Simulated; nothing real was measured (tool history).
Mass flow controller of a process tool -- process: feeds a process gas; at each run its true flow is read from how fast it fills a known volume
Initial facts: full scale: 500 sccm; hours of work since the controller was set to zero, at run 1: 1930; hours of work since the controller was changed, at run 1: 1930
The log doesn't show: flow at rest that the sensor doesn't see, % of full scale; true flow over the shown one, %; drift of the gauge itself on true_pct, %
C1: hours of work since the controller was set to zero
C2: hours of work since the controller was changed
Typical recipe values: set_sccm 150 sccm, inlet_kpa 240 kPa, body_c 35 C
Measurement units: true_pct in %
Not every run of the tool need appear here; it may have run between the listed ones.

Run 1, day 0.000: usual settings; C1 1930; C2 1930. Result: true_pct 97.59 %.
Run 2, day 2.638: usual settings; C1 1960; C2 1960. Result: true_pct 97.37 %.
Run 3, day 5.038: usual settings; C1 1987; C2 1987. Result: true_pct 97.34 %.
Run 4, day 9.612: usual settings but set_sccm 455 sccm; C1 2038; C2 2038. Result: true_pct 99.33 %.
Run 5, day 11.662: usual settings but set_sccm 455 sccm; C1 2062; C2 2062. Result: true_pct 99.44 %.
Run 6, day 15.908: usual settings but inlet_kpa 183 kPa; C1 2109; C2 2109. Result: true_pct 97.16 %.
Run 7, day 18.038: usual settings but inlet_kpa 185 kPa; C1 2133; C2 2133. Result: true_pct 97.23 %.
Run 8, day 22.458: usual settings; C1 2183; C2 2183. Result: true_pct 97.48 %.
Run 9, day 27.008: usual settings but inlet_kpa 237 kPa; C1 2234; C2 2234. Result: true_pct 97.49 %.
Run 10, day 30.250: usual settings; C1 2271; C2 2271. Result: true_pct 97.30 %.
Run 11, day 34.762: usual settings; C1 2322; C2 2322. Result: true_pct 97.42 %.
Run 12, day 37.308: usual settings; C1 2351; C2 2351. Result: true_pct 97.34 %.
Run 13, day 40.879: usual settings; C1 2391; C2 2391. Result: true_pct 97.45 %.
Run 14, day 44.742: usual settings; C1 2434; C2 2434. Result: true_pct 97.45 %.
Run 15, day 48.533: usual settings but body_c 24 C; C1 2477; C2 2477. Result: true_pct 98.56 %.
Run 16, day 51.221: usual settings; C1 2507; C2 2507. Result: true_pct 97.40 %.
Run 17, day 53.371: usual settings; C1 2531; C2 2531. Result: true_pct 97.55 %.
Run 18, day 55.538: usual settings but set_sccm 140 sccm; C1 2556; C2 2556. Result: true_pct 97.46 %.
Run 19, day 58.621: usual settings but set_sccm 140 sccm; C1 2591; C2 2591. Result: true_pct 97.21 %.
Run 20, day 61.829: usual settings but set_sccm 55 sccm, inlet_kpa 150 kPa, body_c 26 C; C1 2627; C2 2627. Result: true_pct 95.67 %.
At day 62.217: controller's zero set anew.
Run 21, day 65.525: usual settings but set_sccm 51 sccm; C1 37; C2 2668. Result: true_pct 92.68 %.
Run 22, day 68.625: usual settings but set_sccm 369 sccm, inlet_kpa 201 kPa, body_c 32 C; C1 72; C2 2703. Result: true_pct 99.05 %.
Run 23, day 72.042: usual settings but set_sccm 145 sccm, inlet_kpa 263 kPa, body_c 36 C; C1 111; C2 2742. Result: true_pct 96.60 %.
Run 24, day 76.379: usual settings but set_sccm 145 sccm, inlet_kpa 263 kPa, body_c 36 C; C1 160; C2 2790. Result: true_pct 96.59 %.
Run 25, day 79.933: usual settings but set_sccm 423 sccm; C1 200; C2 2831. Result: true_pct 99.02 %.
At day 81.358: controller's zero set anew, once more.
Run 26, day 82.142: usual settings but set_sccm 119 sccm; C1 9; C2 2855. Result: true_pct 98.24 %.
Run 27, day 86.908: usual settings but inlet_kpa 246 kPa, body_c 28 C; C1 63; C2 2909. Result: true_pct 99.17 %.
Run 28, day 91.388: usual settings but set_sccm 52 sccm, body_c 37 C; C1 113; C2 2959. Result: true_pct 97.45 %.
Run 29, day 95.012: usual settings but inlet_kpa 264 kPa, body_c 37 C; C1 154; C2 3000. Result: true_pct 98.42 %.
Run 30, day 97.496: usual settings but inlet_kpa 264 kPa, body_c 37 C; C1 182; C2 3028. Result: true_pct 98.43 %.
Run 31, day 100.308: usual settings but inlet_kpa 264 kPa, body_c 37 C; C1 213; C2 3060. Result: true_pct 98.34 %.
Run 32, day 104.429: usual settings but set_sccm 147 sccm, inlet_kpa 245 kPa, body_c 30 C; C1 260; C2 3106. Result: true_pct 99.01 %.
Run 33, day 107.354: usual settings but inlet_kpa 261 kPa, body_c 39 C; C1 293; C2 3139. Result: true_pct 98.15 %.
Run 34, day 109.458: usual settings but set_sccm 227 sccm; C1 317; C2 3163. Result: true_pct 98.95 %.
Run 35, day 114.279: usual settings but set_sccm 75 sccm, inlet_kpa 214 kPa, body_c 21 C; C1 371; C2 3217. Result: true_pct 99.10 %.
Run 36, day 118.417: usual settings but set_sccm 75 sccm, inlet_kpa 162 kPa, body_c 36 C; C1 418; C2 3264. Result: true_pct 97.37 %.
Run 37, day 121.783: usual settings but set_sccm 75 sccm, inlet_kpa 162 kPa, body_c 36 C; C1 455; C2 3302. Result: true_pct 97.36 %.

Pick out some run-to-run changes in true_pct. Of each, how much would a tool without hidden state show as well, from the settings, what came in and chance, and how much is left for the hidden state and any gauge scatter not in both results compared?
Run 19 -> 20: set_sccm 140 -> 55, inlet_kpa 240 -> 150, body_c 35 -> 26. true_pct -1.54 %: hidden state -1.78, all else +0.24.
Run 20 -> 21: set_sccm 55 -> 51, inlet_kpa 150 -> 240, body_c 26 -> 35, controller's zero set anew. true_pct -2.99 %: hidden state -2.39, all else -0.60.
Run 21 -> 22: set_sccm 51 -> 369, inlet_kpa 240 -> 201, body_c 35 -> 32. true_pct +6.37 %: hidden state +4.61, all else +1.76.
Run 22 -> 23: set_sccm 369 -> 145, inlet_kpa 201 -> 263, body_c 32 -> 36. true_pct -2.45 %: hidden state -1.15, all else -1.30.
